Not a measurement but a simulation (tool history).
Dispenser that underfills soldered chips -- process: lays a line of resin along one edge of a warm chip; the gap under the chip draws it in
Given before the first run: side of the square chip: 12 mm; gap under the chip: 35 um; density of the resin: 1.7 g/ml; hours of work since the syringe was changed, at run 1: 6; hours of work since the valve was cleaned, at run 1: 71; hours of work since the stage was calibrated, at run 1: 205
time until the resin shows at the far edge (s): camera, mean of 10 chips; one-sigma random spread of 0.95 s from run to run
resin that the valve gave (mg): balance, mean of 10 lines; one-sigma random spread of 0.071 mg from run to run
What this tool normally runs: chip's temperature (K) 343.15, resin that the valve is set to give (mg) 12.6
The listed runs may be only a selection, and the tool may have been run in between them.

| run | hour | chip's temperature (K) | resin that the valve is set to give (mg) | hours of work since the syringe was changed | hours of work since the valve was cleaned | hours of work since the stage was calibrated | time until the resin shows at the far edge (s) | resin that the valve gave (mg) |
|---|---|---|---|---|---|---|---|---|
| 1 | 0 | 343.15 | 12.6 | 6 | 71 | 205 | 132.8 | 11.98 |
|  | 1.9 | new syringe of resin |
|  | 3.9 | dispensing valve cleaned and set on the balance |
| 2 | 8.8 | 343.15 | 12.6 | 4 | 3 | 209 | 111.1 | 12.55 |
|  | 15.3 | new syringe of resin |
| 3 | 17.1 | 343.15 | 12.6 | 1 | 8 | 214 | 93.9 | 12.5 |
|  | 27.1 | new syringe of resin |
| 4 | 27.1 | 343.15 | 12.6 | 0 | 14 | 221 | 85.9 | 12.56 |
| 5 | 37.3 | 343.15 | 12.6 | 6 | 21 | 227 | 130.6 | 12.29 |
|  | 39.4 | new syringe of resin |
| 6 | 45.4 | 343.15 | 12.6 | 4 | 26 | 232 | 109.9 | 12.38 |
|  | 51.2 | new syringe of resin |
| 7 | 51.2 | 343.15 | 16.2 | 0 | 29 | 235 | 82.7 | 15.59 |
| 8 | 58 | 343.15 | 13.8 | 4 | 33 | 240 | 110.9 | 13.41 |
|  | 63.6 | new syringe of resin |
| 9 | 63.6 | 343.15 | 13.8 | 0 | 37 | 243 | 82.9 | 13.43 |
|  | 75.2 | new syringe of resin |
| 10 | 75.7 | 330.15 | 12.6 | 0 | 44 | 250 | 157.4 | 12.22 |
|  | 86.9 | new syringe of resin |
| 11 | 88.2 | 330.15 | 12.6 | 1 | 52 | 258 | 164.1 | 12.08 |
| 12 | 95.7 | 343.15 | 14.3 | 6 | 57 | 263 | 122.1 | 13.8 |
|  | 98.7 | new syringe of resin |
| 13 | 105.4 | 350.15 | 12.6 | 4 | 62 | 269 | 85.1 | 12 |
|  | 110.8 | new syringe of resin |
| 14 | 113.3 | 344.15 | 12.6 | 2 | 67 | 274 | 90.4 | 11.93 |
|  | 121.9 | dispensing valve cleaned and set on the balance |
|  | 123.5 | new syringe of resin |
| 15 | 126.5 | 343.15 | 12.6 | 2 | 3 | 281 | 98.3 | 12.55 |
| 16 | 133.7 | 343.15 | 12.6 | 6 | 7 | 286 | 131.6 | 12.6 |
|  | 135.9 | new syringe of resin |
| 17 | 142.2 | 356.15 | 12.6 | 4 | 12 | 291 | 63.1 | 12.5 |
|  | 148.1 | new syringe of resin |
| 18 | 152.7 | 356.15 | 13.5 | 3 | 19 | 297 | 60.1 | 13.21 |
|  | 159.9 | new syringe of resin |
| 19 | 165.3 | 356.15 | 13.5 | 3 | 27 | 305 | 58.6 | 13.27 |
|  | 172.2 | new syringe of resin |
| 20 | 174 | 356.15 | 13.5 | 1 | 32 | 310 | 52.1 | 13.2 |
|  | 184.2 | new syringe of resin |
| 21 | 186.3 | 346.15 | 14 | 1 | 39 | 318 | 79.9 | 13.35 |
|  | 196 | new syringe of resin |
| 22 | 197.9 | 333.15 | 12.6 | 1 | 47 | 325 | 142.6 | 12.2 |
| 23 | 206.1 | 350.15 | 15 | 6 | 52 | 330 | 92.3 | 14.33 |
|  | 208.7 | new syringe of resin |
| 24 | 213.3 | 334.15 | 13.9 | 3 | 56 | 334 | 151.6 | 13.27 |
|  | 220.7 | new syringe of resin |
| 25 | 226.2 | 342.15 | 11.4 | 3 | 64 | 342 | 117.1 | 10.79 |
| 26 | 231.9 | 335.15 | 11.6 | 7 | 68 | 346 | 200.4 | 11.13 |
|  | 232.9 | new syringe of resin |
| 27 | 238.2 | 339.15 | 11.7 | 3 | 71 | 350 | 130.3 | 11.17 |
|  | 239.9 | dispensing valve cleaned and set on the balance |
|  | 245.6 | new syringe of resin |
| 28 | 250.4 | 330.15 | 10.9 | 3 | 6 | 357 | 190.9 | 10.89 |
|  | 257.7 | new syringe of resin |
| 29 | 260.5 | 354.15 | 15.4 | 2 | 13 | 363 | 57.3 | 15.23 |
| 30 | 267.2 | 341.15 | 12.6 | 6 | 17 | 367 | 134.2 | 12.4 |
|  | 269.4 | new syringe of resin |
| 31 | 276.9 | 357.15 | 12.8 | 5 | 23 | 373 | 64.4 | 12.61 |
|  | 281.7 | new syringe of resin |
| 32 | 287 | 357.15 | 12.8 | 3 | 29 | 379 | 57 | 12.53 |
|  | 293.7 | new syringe of resin |
| 33 | 295.1 | 357.15 | 12.8 | 1 | 34 | 384 | 49 | 12.53 |
| 34 | 304.8 | 341.15 | 12.4 | 7 | 40 | 390 | 142.9 | 12.08 |

Hidden condition of the tool, last listed run before each entry between runs versus first listed run after:
After run 1, before run 2: new syringe of resin (hour 1.9); dispensing valve cleaned and set on the balance (hour 3.9)
  resin's viscosity, % of fresh resin's: 155.4 -> 129.3; dose that the valve gives, % of what is set: 94.92 -> 99.81; true chip temperature over the reading, C: 1.09 -> 1.12
  measured minus no-state result, time until the resin shows at the far edge (s): +44.1 -> +20.8; resin that the valve gave (mg): -0.64 -> -0.03
After run 2, before run 3: new syringe of resin (hour 15.3)
  resin's viscosity, % of fresh resin's: 129.3 -> 109.4; dose that the valve gives, % of what is set: 99.81 -> 99.42; true chip temperature over the reading, C: 1.12 -> 1.14
  measured minus no-state result, time until the resin shows at the far edge (s): +20.8 -> +3.7; resin that the valve gave (mg): -0.03 -> -0.08
After run 3, before run 4: new syringe of resin (hour 27.1)
  resin's viscosity, % of fresh resin's: 109.4 -> 99.3; dose that the valve gives, % of what is set: 99.42 -> 98.97; true chip temperature over the reading, C: 1.14 -> 1.18
  measured minus no-state result, time until the resin shows at the far edge (s): +3.7 -> -5.1; resin that the valve gave (mg): -0.08 -> -0.14
After run 5, before run 6: new syringe of resin (hour 39.4)
  resin's viscosity, % of fresh resin's: 153 -> 128.7; dose that the valve gives, % of what is set: 98.51 -> 98.14; true chip temperature over the reading, C: 1.22 -> 1.24
  measured minus no-state result, time until the resin shows at the far edge (s): +40.7 -> +20; resin that the valve gave (mg): -0.19 -> -0.23
After run 6, before run 7: new syringe of resin (hour 51.2)
  resin's viscosity, % of fresh resin's: 128.7 -> 97.8; dose that the valve gives, % of what is set: 98.14 -> 97.89; true chip temperature over the reading, C: 1.24 -> 1.26
  measured minus no-state result, time until the resin shows at the far edge (s): +20 -> -6.6; resin that the valve gave (mg): -0.23 -> -0.34
After run 8, before run 9: new syringe of resin (hour 63.6)
  resin's viscosity, % of fresh resin's: 130.8 -> 99.2; dose that the valve gives, % of what is set: 97.55 -> 97.3; true chip temperature over the reading, C: 1.29 -> 1.3
  measured minus no-state result, time until the resin shows at the far edge (s): +21.4 -> -5.4; resin that the valve gave (mg): -0.34 -> -0.37
After run 9, before run 10: new syringe of resin (hour 75.2)
  resin's viscosity, % of fresh resin's: 99.2 -> 100.9; dose that the valve gives, % of what is set: 97.3 -> 96.74; true chip temperature over the reading, C: 1.3 -> 1.35
  measured minus no-state result, time until the resin shows at the far edge (s): -5.4 -> -8; resin that the valve gave (mg): -0.37 -> -0.41
After run 10, before run 11: new syringe of resin (hour 86.9)
  resin's viscosity, % of fresh resin's: 100.9 -> 106.7; dose that the valve gives, % of what is set: 96.74 -> 96.16; true chip temperature over the reading, C: 1.35 -> 1.39
  measured minus no-state result, time until the resin shows at the far edge (s): -8 -> +0.9; resin that the valve gave (mg): -0.41 -> -0.48
After run 12, before run 13: new syringe of resin (hour 98.7)
  resin's viscosity, % of fresh resin's: 147 -> 134.2; dose that the valve gives, % of what is set: 95.78 -> 95.34; true chip temperature over the reading, C: 1.42 -> 1.45
  measured minus no-state result, time until the resin shows at the far edge (s): +34 -> +18.3; resin that the valve gave (mg): -0.61 -> -0.58
After run 13, before run 14: new syringe of resin (hour 110.8)
  resin's viscosity, % of fresh resin's: 134.2 -> 112.3; dose that the valve gives, % of what is set: 95.34 -> 95.01; true chip temperature over the reading, C: 1.45 -> 1.48
  measured minus no-state result, time until the resin shows at the far edge (s): +18.3 -> +5.3; resin that the valve gave (mg): -0.58 -> -0.63
After run 14, before run 15: dispensing valve cleaned and set on the balance (hour 121.9); new syringe of resin (hour 123.5)
  resin's viscosity, % of fresh resin's: 112.3 -> 113.3; dose that the valve gives, % of what is set: 95.01 -> 99.75; true chip temperature over the reading, C: 1.48 -> 1.52
  measured minus no-state result, time until the resin shows at the far edge (s): +5.3 -> +5.6; resin that the valve gave (mg): -0.63 -> -0.03
After run 16, before run 17: new syringe of resin (hour 135.9)
  resin's viscosity, % of fresh resin's: 154.5 -> 130.5; dose that the valve gives, % of what is set: 99.4 -> 99.03; true chip temperature over the reading, C: 1.55 -> 1.58
  measured minus no-state result, time until the resin shows at the far edge (s): +40.6 -> +11.5; resin that the valve gave (mg): -0.08 -> -0.12
After run 17, before run 18: new syringe of resin (hour 148.1)
  resin's viscosity, % of fresh resin's: 130.5 -> 122.1; dose that the valve gives, % of what is set: 99.03 -> 98.57; true chip temperature over the reading, C: 1.58 -> 1.61
  measured minus no-state result, time until the resin shows at the far edge (s): +11.5 -> +7.5; resin that the valve gave (mg): -0.12 -> -0.2
After run 18, before run 19: new syringe of resin (hour 159.9)
  resin's viscosity, % of fresh resin's: 122.1 -> 126.3; dose that the valve gives, % of what is set: 98.57 -> 97.99; true chip temperature over the reading, C: 1.61 -> 1.66
  measured minus no-state result, time until the resin shows at the far edge (s): +7.5 -> +9.1; resin that the valve gave (mg): -0.2 -> -0.27
After run 19, before run 20: new syringe of resin (hour 172.2)
  resin's viscosity, % of fresh resin's: 126.3 -> 107.6; dose that the valve gives, % of what is set: 97.99 -> 97.56; true chip temperature over the reading, C: 1.66 -> 1.69
  measured minus no-state result, time until the resin shows at the far edge (s): +9.1 -> +0.4; resin that the valve gave (mg): -0.27 -> -0.33
After run 20, before run 21: new syringe of resin (hour 184.2)
  resin's viscosity, % of fresh resin's: 107.6 -> 110.5; dose that the valve gives, % of what is set: 97.56 -> 97; true chip temperature over the reading, C: 1.69 -> 1.73
  measured minus no-state result, time until the resin shows at the far edge (s): +0.4 -> +2.3; resin that the valve gave (mg): -0.33 -> -0.42
After run 21, before run 22: new syringe of resin (hour 196)
  resin's viscosity, % of fresh resin's: 110.5 -> 108.5; dose that the valve gives, % of what is set: 97 -> 96.47; true chip temperature over the reading, C: 1.73 -> 1.77
  measured minus no-state result, time until the resin shows at the far edge (s): +2.3 -> +0.8; resin that the valve gave (mg): -0.42 -> -0.44
After run 23, before run 24: new syringe of resin (hour 208.7)
  resin's viscosity, % of fresh resin's: 153.9 -> 121.9; dose that the valve gives, % of what is set: 96.06 -> 95.71; true chip temperature over the reading, C: 1.8 -> 1.82
  measured minus no-state result, time until the resin shows at the far edge (s): +27.7 -> +16.8; resin that the valve gave (mg): -0.59 -> -0.6
After run 24, before run 25: new syringe of resin (hour 220.7)
  resin's viscosity, % of fresh resin's: 121.9 -> 127.4; dose that the valve gives, % of what is set: 95.71 -> 95.13; true chip temperature over the reading, C: 1.82 -> 1.87
  measured minus no-state result, time until the resin shows at the far edge (s): +16.8 -> +18.7; resin that the valve gave (mg): -0.6 -> -0.56
After run 26, before run 27: new syringe of resin (hour 232.9)
  resin's viscosity, % of fresh resin's: 162.9 -> 126.3; dose that the valve gives, % of what is set: 94.85 -> 94.58; true chip temperature over the reading, C: 1.89 -> 1.91
  measured minus no-state result, time until the resin shows at the far edge (s): +68.1 -> +19.5; resin that the valve gave (mg): -0.6 -> -0.63
After run 27, before run 28: dispensing valve cleaned and set on the balance (hour 239.9); new syringe of resin (hour 245.6)
  resin's viscosity, % of fresh resin's: 126.3 -> 123.5; dose that the valve gives, % of what is set: 94.58 -> 99.67; true chip temperature over the reading, C: 1.91 -> 1.95
  measured minus no-state result, time until the resin shows at the far edge (s): +19.5 -> +21.3; resin that the valve gave (mg): -0.63 -> -0.04
After run 28, before run 29: new syringe of resin (hour 257.7)
  resin's viscosity, % of fresh resin's: 123.5 -> 111.7; dose that the valve gives, % of what is set: 99.67 -> 99.19; true chip temperature over the reading, C: 1.95 -> 1.98
  measured minus no-state result, time until the resin shows at the far edge (s): +21.3 -> +1.6; resin that the valve gave (mg): -0.04 -> -0.12
After run 30, before run 31: new syringe of resin (hour 269.4)
  resin's viscosity, % of fresh resin's: 148.7 -> 138.8; dose that the valve gives, % of what is set: 98.87 -> 98.42; true chip temperature over the reading, C: 2 -> 2.04
  measured minus no-state result, time until the resin shows at the far edge (s): +35.8 -> +14.1; resin that the valve gave (mg): -0.14 -> -0.2
After run 31, before run 32: new syringe of resin (hour 281.7)
  resin's viscosity, % of fresh resin's: 138.8 -> 125.4; dose that the valve gives, % of what is set: 98.42 -> 97.94; true chip temperature over the reading, C: 2.04 -> 2.08
  measured minus no-state result, time until the resin shows at the far edge (s): +14.1 -> +7.7; resin that the valve gave (mg): -0.2 -> -0.27
After run 32, before run 33: new syringe of resin (hour 293.7)
  resin's viscosity, % of fresh resin's: 125.4 -> 105.2; dose that the valve gives, % of what is set: 97.94 -> 97.58; true chip temperature over the reading, C: 2.08 -> 2.11
  measured minus no-state result, time until the resin shows at the far edge (s): +7.7 -> -1.6; resin that the valve gave (mg): -0.27 -> -0.31
